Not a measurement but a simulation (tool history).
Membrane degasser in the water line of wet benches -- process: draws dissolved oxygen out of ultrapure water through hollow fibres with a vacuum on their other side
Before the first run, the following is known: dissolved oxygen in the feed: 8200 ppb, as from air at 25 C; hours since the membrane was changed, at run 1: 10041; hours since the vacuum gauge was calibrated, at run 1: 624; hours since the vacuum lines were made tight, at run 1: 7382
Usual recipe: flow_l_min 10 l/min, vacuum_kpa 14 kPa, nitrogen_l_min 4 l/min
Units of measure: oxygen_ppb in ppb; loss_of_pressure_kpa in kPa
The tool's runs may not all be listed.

| run | hour | flow_l_min | vacuum_kpa | nitrogen_l_min | hours since the membrane was changed | hours since the vacuum gauge was calibrated | hours since the vacuum lines were made tight | oxygen_ppb | loss_of_pressure_kpa |
|---|---|---|---|---|---|---|---|---|---|
| 1 | 0 | 10 | 14 | 4 | 10041 | 624 | 7382 | 121.4 | 35.55 |
| 2 | 126.4 | 10 | 14 | 4 | 10167 | 751 | 7509 | 120.7 | 35.37 |
| 3 | 256.8 | 10 | 14 | 4 | 10298 | 881 | 7639 | 121 | 35.45 |
| 4 | 383.5 | 10 | 14 | 4 | 10424 | 1008 | 7766 | 120.1 | 35.49 |
| 5 | 659.2 | 10 | 14 | 4 | 10700 | 1284 | 8042 | 123 | 35.69 |
| 6 | 846.6 | 10 | 14 | 4 | 10888 | 1471 | 8229 | 120.2 | 35.72 |
|  | 1059.7 | seals of the vacuum lines changed |
| 7 | 1140.3 | 10 | 14 | 4 | 11179 | 1763 | 81 | 120.9 | 35.76 |
| 8 | 1325.8 | 10 | 14 | 4 | 11365 | 1948 | 266 | 118.8 | 35.88 |
| 9 | 1596.3 | 10 | 14 | 4 | 11635 | 2219 | 537 | 118.6 | 35.82 |
| 10 | 1853.1 | 10 | 14 | 4 | 11892 | 2476 | 793 | 120 | 35.57 |
| 11 | 2095.3 | 10 | 14 | 4 | 12134 | 2718 | 1036 | 119.4 | 35.53 |
| 12 | 2236.3 | 10 | 14 | 4 | 12275 | 2859 | 1177 | 120.7 | 35.68 |
| 13 | 2519.2 | 10 | 14 | 4 | 12558 | 3142 | 1459 | 121.6 | 35.64 |
| 14 | 2691.9 | 10 | 14 | 4 | 12731 | 3314 | 1632 | 120.3 | 35.56 |
| 15 | 2905.8 | 10 | 14 | 4 | 12945 | 3528 | 1846 | 120.7 | 35.57 |
| 16 | 3035.7 | 10 | 14 | 4 | 13075 | 3658 | 1976 | 119 | 35.68 |
| 17 | 3207.8 | 10 | 29.1 | 4 | 13247 | 3830 | 2148 | 214.2 | 35.75 |
|  | 3246.4 | vacuum gauge calibrated |
| 18 | 3440.3 | 6 | 34.4 | 5.73 | 13479 | 194 | 2380 | 105.8 | 21.54 |
| 19 | 3572 | 10 | 32.7 | 10.3 | 13611 | 326 | 2512 | 125.3 | 35.78 |
| 20 | 3768.1 | 10 | 32.7 | 10.3 | 13807 | 522 | 2708 | 126.5 | 35.9 |
| 21 | 4035.1 | 15 | 22.1 | 4.26 | 14074 | 789 | 2975 | 257 | 53.31 |
| 22 | 4281.6 | 15 | 16 | 4 | 14320 | 1035 | 3221 | 212.6 | 53.61 |
|  | 4461.7 | membrane cartridge changed |
| 23 | 4550.5 | 14 | 22.1 | 10.66 | 89 | 1300 | 3486 | 152.5 | 49.7 |
| 24 | 4754.2 | 15 | 12.6 | 1.89 | 293 | 1504 | 3690 | 269.7 | 53.43 |
| 25 | 4954.2 | 7 | 14 | 3.87 | 493 | 1704 | 3890 | 77.5 | 24.88 |
| 26 | 5182.5 | 7 | 14 | 3.87 | 721 | 1932 | 4118 | 78.9 | 25.12 |
| 27 | 5305.1 | 12 | 22.1 | 10.09 | 843 | 2055 | 4241 | 127.7 | 42.99 |
| 28 | 5444.2 | 12 | 22.1 | 10.09 | 983 | 2194 | 4380 | 127.5 | 42.91 |
| 29 | 5659 | 6 | 16.1 | 4 | 1197 | 2409 | 4595 | 72.6 | 20.99 |
| 30 | 5818.9 | 7 | 16.5 | 11.65 | 1357 | 2569 | 4755 | 51.8 | 24.92 |
| 31 | 6068.2 | 6 | 14 | 4 | 1607 | 2818 | 5004 | 64.4 | 21.25 |

Alternative continuations, all from the tool just after run 31; predict every row:
| A | 6191.8 | 6 | 14 | 1.78 | 1730 | 2941 | 5128 | ? | ? |
| B | 6191.8 | 16 | 26.3 | 4 | 1730 | 2941 | 5128 | ? | ? |
| C | 6191.8 | 10 | 30 | 7.28 | 1730 | 2941 | 5128 | ? | ? |
| D | 6191.8 | 11 | 26.2 | 4.48 | 1730 | 2941 | 5128 | ? | ? |
| E | 6191.8 | 7 | 18.1 | 4.53 | 1730 | 2941 | 5128 | ? | ? |

| run | oxygen_ppb | loss_of_pressure_kpa |
|---|---|---|
| A | 113.4 | 21.24 |
| B | 325.5 | 56.53 |
| C | 144.8 | 35.41 |
| D | 198.4 | 39.02 |
| E | 86.6 | 24.55 |
Take away the tool's hidden state, keep each run's random variation, and the runs would have read:
| run | oxygen_ppb | loss_of_pressure_kpa |
|---|---|---|
| A | 113.3 | 21.23 |
| B | 325.4 | 56.52 |
| C | 144.8 | 35.41 |
| D | 198.3 | 39.02 |
| E | 86.5 | 24.55 |
